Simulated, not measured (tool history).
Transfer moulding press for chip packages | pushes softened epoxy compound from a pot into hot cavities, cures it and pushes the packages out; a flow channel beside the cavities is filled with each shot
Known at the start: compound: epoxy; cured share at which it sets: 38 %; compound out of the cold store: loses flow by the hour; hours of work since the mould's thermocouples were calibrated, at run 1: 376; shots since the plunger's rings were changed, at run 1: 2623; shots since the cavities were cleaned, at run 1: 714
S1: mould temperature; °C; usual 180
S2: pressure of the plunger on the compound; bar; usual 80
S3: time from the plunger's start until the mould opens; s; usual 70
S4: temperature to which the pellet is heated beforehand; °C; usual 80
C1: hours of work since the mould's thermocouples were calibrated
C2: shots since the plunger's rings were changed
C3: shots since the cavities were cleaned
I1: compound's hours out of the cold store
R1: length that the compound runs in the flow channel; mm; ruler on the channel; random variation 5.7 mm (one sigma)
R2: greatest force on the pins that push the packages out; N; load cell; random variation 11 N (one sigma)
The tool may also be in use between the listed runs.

{"run": 1, "hour": 0.0, "S1": 180, "S2": 80, "S3": 70, "S4": 80, "C1": 376, "C2": 2623, "C3": 714, "I1": 41.5, "R1": 595, "R2": 745}
{"hour": 8.1, "done": "cavities cleaned with cleaning compound and waxed"}
{"run": 2, "hour": 19.2, "S1": 180, "S2": 80, "S3": 70, "S4": 80, "C1": 384, "C2": 2803, "C3": 113, "I1": 18.8, "R1": 635, "R2": 601}
{"run": 3, "hour": 29.8, "S1": 180, "S2": 80, "S3": 70, "S4": 80, "C1": 390, "C2": 2912, "C3": 222, "I1": 9.3, "R1": 644, "R2": 687}
{"run": 4, "hour": 48.5, "S1": 178, "S2": 80, "S3": 70, "S4": 80, "C1": 399, "C2": 3102, "C3": 412, "I1": 30, "R1": 617, "R2": 800}
{"run": 5, "hour": 71.2, "S1": 182, "S2": 80, "S3": 70, "S4": 80, "C1": 410, "C2": 3335, "C3": 645, "I1": 10.1, "R1": 636, "R2": 687}
{"hour": 85.2, "done": "cavities cleaned with cleaning compound and waxed"}
{"run": 6, "hour": 89.3, "S1": 182, "S2": 80, "S3": 70, "S4": 80, "C1": 418, "C2": 3505, "C3": 42, "I1": 35.1, "R1": 590, "R2": 487}
{"run": 7, "hour": 101.6, "S1": 182, "S2": 80, "S3": 70, "S4": 80, "C1": 424, "C2": 3630, "C3": 167, "I1": 38.7, "R1": 586, "R2": 527}
{"run": 8, "hour": 124.8, "S1": 182, "S2": 80, "S3": 70, "S4": 80, "C1": 435, "C2": 3867, "C3": 404, "I1": 37.3, "R1": 584, "R2": 617}
{"run": 9, "hour": 146.4, "S1": 185, "S2": 80, "S3": 70, "S4": 80, "C1": 445, "C2": 4088, "C3": 625, "I1": 11.3, "R1": 633, "R2": 582}
{"hour": 162.3, "done": "cavities cleaned with cleaning compound and waxed"}
{"run": 10, "hour": 162.3, "S1": 180, "S2": 80, "S3": 70, "S4": 80, "C1": 453, "C2": 4235, "C3": 0, "I1": 20.1, "R1": 630, "R2": 517}
{"run": 11, "hour": 175.1, "S1": 180, "S2": 80, "S3": 70, "S4": 80, "C1": 459, "C2": 4365, "C3": 130, "I1": 36.4, "R1": 582, "R2": 612}
{"run": 12, "hour": 185.7, "S1": 180, "S2": 80, "S3": 70, "S4": 80, "C1": 464, "C2": 4473, "C3": 238, "I1": 20.4, "R1": 630, "R2": 679}
{"run": 13, "hour": 197.7, "S1": 181, "S2": 80, "S3": 70, "S4": 80, "C1": 470, "C2": 4596, "C3": 361, "I1": 24.2, "R1": 616, "R2": 647}
{"hour": 215.0, "done": "plunger's sealing rings changed"}
{"run": 14, "hour": 215.7, "S1": 181, "S2": 80, "S3": 53, "S4": 80, "C1": 477, "C2": 8, "C3": 520, "I1": 44.9, "R1": 601, "R2": 1450}
{"run": 15, "hour": 233.7, "S1": 180, "S2": 80, "S3": 62, "S4": 80, "C1": 486, "C2": 191, "C3": 703, "I1": 38, "R1": 616, "R2": 1057}
{"hour": 242.3, "done": "cavities cleaned with cleaning compound and waxed"}
{"run": 16, "hour": 253.5, "S1": 173, "S2": 80, "S3": 60, "S4": 80, "C1": 495, "C2": 378, "C3": 114, "I1": 22.1, "R1": 660, "R2": 1407}
{"run": 17, "hour": 269.4, "S1": 173, "S2": 80, "S3": 60, "S4": 80, "C1": 503, "C2": 540, "C3": 276, "I1": 35, "R1": 637, "R2": 1508}
{"run": 18, "hour": 291.8, "S1": 183, "S2": 80, "S3": 60, "S4": 80, "C1": 513, "C2": 769, "C3": 505, "I1": 8.6, "R1": 668, "R2": 996}
{"run": 19, "hour": 309.9, "S1": 183, "S2": 80, "S3": 88, "S4": 81, "C1": 522, "C2": 954, "C3": 690, "I1": 31.9, "R1": 618, "R2": 477}
{"hour": 319.6, "done": "cavities cleaned with cleaning compound and waxed"}
{"run": 20, "hour": 333.7, "S1": 183, "S2": 80, "S3": 88, "S4": 81, "C1": 533, "C2": 1182, "C3": 144, "I1": 27.9, "R1": 630, "R2": 381}
{"run": 21, "hour": 344.0, "S1": 185, "S2": 80, "S3": 56, "S4": 76, "C1": 538, "C2": 1287, "C3": 249, "I1": 41.7, "R1": 597, "R2": 848}
{"run": 22, "hour": 358.6, "S1": 185, "S2": 80, "S3": 51, "S4": 76, "C1": 545, "C2": 1436, "C3": 398, "I1": 34.9, "R1": 613, "R2": 1319}
{"run": 23, "hour": 372.0, "S1": 175, "S2": 92.8, "S3": 57, "S4": 80, "C1": 552, "C2": 1573, "C3": 535, "I1": 11.3, "R1": 736, "R2": 1874}
{"run": 24, "hour": 389.4, "S1": 175, "S2": 92.8, "S3": 106, "S4": 70, "C1": 560, "C2": 1750, "C3": 712, "I1": 23.5, "R1": 693, "R2": 502}
{"hour": 396.5, "done": "cavities cleaned with cleaning compound and waxed"}
{"run": 25, "hour": 401.4, "S1": 184, "S2": 80, "S3": 81, "S4": 80, "C1": 565, "C2": 1858, "C3": 50, "I1": 44.5, "R1": 585, "R2": 365}
{"run": 26, "hour": 417.6, "S1": 180, "S2": 80, "S3": 101, "S4": 89, "C1": 573, "C2": 2023, "C3": 215, "I1": 8.6, "R1": 670, "R2": 405}
{"run": 27, "hour": 432.8, "S1": 187, "S2": 80, "S3": 101, "S4": 77, "C1": 580, "C2": 2179, "C3": 371, "I1": 37.8, "R1": 582, "R2": 426}
{"run": 28, "hour": 449.4, "S1": 180, "S2": 71.8, "S3": 93, "S4": 80, "C1": 589, "C2": 2349, "C3": 541, "I1": 32.8, "R1": 580, "R2": 491}
{"run": 29, "hour": 461.5, "S1": 180, "S2": 64.7, "S3": 94, "S4": 90, "C1": 594, "C2": 2472, "C3": 664, "I1": 16.5, "R1": 577, "R2": 487}

How the hidden state differs across the entries between the runs, from the last listed run before each to the first after it:
Between runs 1 and 2: cavities cleaned with cleaning compound and waxed (hour 8.1)
  true mould temperature over the reading, C: 0.65 -> 0.66; pressure that reaches the compound, % of what is set: 94.17 -> 93.78; grip of the stained cavities, % over clean ones': 47.3 -> 17.6
  measured less the result without the state, R1: -20 -> -22 mm; R2: +217 -> +66 N
Between runs 5 and 6: cavities cleaned with cleaning compound and waxed (hour 85.2)
  true mould temperature over the reading, C: 0.69 -> 0.7; pressure that reaches the compound, % of what is set: 92.66 -> 92.31; grip of the stained cavities, % over clean ones': 47.2 -> 8
  measured less the result without the state, R1: -27 -> -26 mm; R2: +200 -> +18 N
Between runs 9 and 10: cavities cleaned with cleaning compound and waxed (hour 162.3)
  pressure that reaches the compound, % of what is set: 91.1 -> 90.79; grip of the stained cavities, % over clean ones': 46.4 -> 0.9
  measured less the result without the state, R1: -32 -> -33 mm; R2: +170 -> -22 N
Between runs 13 and 14: plunger's sealing rings changed (hour 215)
  true mould temperature over the reading, C: 0.75 -> 0.76; pressure that reaches the compound, % of what is set: 90.02 -> 99.9; grip of the stained cavities, % over clean ones': 36.2 -> 43
  measured less the result without the state, R1: -35 -> -2 mm; R2: +147 -> +394 N
Between runs 15 and 16: cavities cleaned with cleaning compound and waxed (hour 242.3)
  true mould temperature over the reading, C: 0.77 -> 0.78; pressure that reaches the compound, % of what is set: 99.54 -> 99.13; grip of the stained cavities, % over clean ones': 48 -> 16.5
  measured less the result without the state, R1: -3 -> -5 mm; R2: +305 -> +156 N
Between runs 19 and 20: cavities cleaned with cleaning compound and waxed (hour 319.6)
  true mould temperature over the reading, C: 0.82 -> 0.83; pressure that reaches the compound, % of what is set: 97.92 -> 97.45; grip of the stained cavities, % over clean ones': 47.4 -> 17.9
  measured less the result without the state, R1: -9 -> -10 mm; R2: +149 -> +55 N
Between runs 24 and 25: cavities cleaned with cleaning compound and waxed (hour 396.5)
  true mould temperature over the reading, C: 0.86 -> 0.87; pressure that reaches the compound, % of what is set: 96.23 -> 96.03; grip of the stained cavities, % over clean ones': 48.1 -> 9.2
  measured less the result without the state, R1: -16 -> -13 mm; R2: +157 -> +26 N

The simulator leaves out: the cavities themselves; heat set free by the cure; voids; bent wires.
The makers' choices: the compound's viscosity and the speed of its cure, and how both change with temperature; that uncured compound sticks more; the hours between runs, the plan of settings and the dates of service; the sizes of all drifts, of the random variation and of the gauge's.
